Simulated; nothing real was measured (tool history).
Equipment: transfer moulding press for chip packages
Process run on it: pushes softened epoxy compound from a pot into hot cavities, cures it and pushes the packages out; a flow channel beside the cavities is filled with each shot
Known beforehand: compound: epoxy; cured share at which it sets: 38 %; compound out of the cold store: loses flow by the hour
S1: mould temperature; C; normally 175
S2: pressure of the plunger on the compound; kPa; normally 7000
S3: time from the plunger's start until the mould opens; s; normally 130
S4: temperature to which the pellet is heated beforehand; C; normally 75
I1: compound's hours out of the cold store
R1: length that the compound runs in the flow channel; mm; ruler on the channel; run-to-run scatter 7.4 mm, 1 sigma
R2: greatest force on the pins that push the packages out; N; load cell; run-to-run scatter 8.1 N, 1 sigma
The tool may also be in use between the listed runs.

Run 1, day 0.000: usual settings; I1 36.3. Result: R1 764 mm, R2 549 N.
Run 2, day 0.617: usual settings; I1 31.1. Result: R1 780 mm, R2 561 N.
Run 3, day 1.150: usual settings; I1 44.2. Result: R1 711 mm, R2 578 N.
Run 4, day 1.558: usual settings but S4 78 C; I1 37.7. Result: R1 746 mm, R2 601 N.
At day 2.154: cavities cleaned with cleaning compound and waxed.
Run 5, day 2.171: usual settings but S4 78 C; I1 26.5. Result: R1 795 mm, R2 365 N.
Run 6, day 2.846: usual settings but S4 78 C; I1 34.9. Result: R1 768 mm, R2 417 N.
Run 7, day 3.379: usual settings but S4 78 C; I1 29.5. Result: R1 773 mm, R2 436 N.
Run 8, day 3.738: usual settings but S4 78 C; I1 29.1. Result: R1 770 mm, R2 468 N.
Run 9, day 4.146: usual settings but S4 78 C; I1 37.2. Result: R1 739 mm, R2 485 N.
Run 10, day 4.629: usual settings; I1 15.6. Result: R1 842 mm, R2 500 N.
Run 11, day 5.171: usual settings; I1 10.4. Result: R1 874 mm, R2 540 N.
Run 12, day 5.862: usual settings; I1 26.6. Result: R1 784 mm, R2 566 N.
At day 6.175: plunger's sealing rings changed.
Run 13, day 6.533: usual settings; I1 15.8. Result: R1 951 mm, R2 571 N.
Run 14, day 7.146: usual settings but S3 164 s; I1 16.3. Result: R1 923 mm, R2 542 N.
Run 15, day 7.508: usual settings; I1 46.1. Result: R1 789 mm, R2 587 N.
At day 8.088: cavities cleaned with cleaning compound and waxed.
Run 16, day 8.242: usual settings but S2 6600 kPa, S3 137 s; I1 37.8. Result: R1 808 mm, R2 376 N.
Run 17, day 8.708: usual settings but S2 6600 kPa, S3 137 s; I1 27.7. Result: R1 847 mm, R2 409 N.
Run 18, day 9.200: usual settings but S1 167 C, S2 6600 kPa, S3 137 s; I1 25.9. Result: R1 897 mm, R2 623 N.
Run 19, day 9.558: usual settings but S1 167 C, S2 6600 kPa, S3 137 s; I1 37.6. Result: R1 829 mm, R2 621 N.
Run 20, day 9.975: usual settings but S1 168 C, S4 70 C; I1 16.3. Result: R1 955 mm, R2 746 N.
Run 21, day 10.425: usual settings but S1 168 C, S4 70 C; I1 36.8. Result: R1 858 mm, R2 692 N.
Run 22, day 10.988: usual settings but S1 181 C, S2 5700 kPa; I1 31.4. Result: R1 733 mm, R2 492 N.
Run 23, day 11.775: usual settings but S1 181 C, S2 5700 kPa; I1 16.3. Result: R1 802 mm, R2 505 N.
Run 24, day 12.325: usual settings but S2 6170 kPa, S3 133 s, S4 84 C; I1 13.2. Result: R1 882 mm, R2 583 N.
Run 25, day 13.012: usual settings but S2 6170 kPa, S3 133 s, S4 84 C; I1 32.6. Result: R1 773 mm, R2 587 N.
Run 26, day 13.596: usual settings but S1 178 C, S2 5420 kPa, S3 160 s, S4 68 C; I1 31.7. Result: R1 713 mm, R2 546 N.
At day 13.883: cavities cleaned with cleaning compound and waxed.
Run 27, day 14.071: usual settings but S1 178 C, S2 5420 kPa, S3 160 s, S4 69 C; I1 10.4. Result: R1 820 mm, R2 342 N.
Run 28, day 14.504: usual settings but S1 182 C, S3 122 s; I1 41.7. Result: R1 752 mm, R2 361 N.
Run 29, day 15.133: usual settings but S1 173 C, S3 148 s; I1 38.3. Result: R1 818 mm, R2 419 N.

Here are 3 independent what-if runs from the current tool condition. What would each one return?
Run A, day 15.879: usual settings but S1 183 C, S4 69 C; I1 9.3. Result: R1 ?, R2 ?.
Run B, day 15.879: usual settings but S2 6640 kPa, S3 145 s; I1 34.2. Result: R1 ?, R2 ?.
Run C, day 15.879: usual settings but S1 171 C, S2 6020 kPa, S3 162 s; I1 17.5. Result: R1 ?, R2 ?.

run   R1   R2
  A  915  440
  B  797  437
  C  855  475
Stripped of hidden state, with their random variation kept, the same runs would have yielded:
run   R1   R2
  A  937  322
  B  816  317
  C  874  346
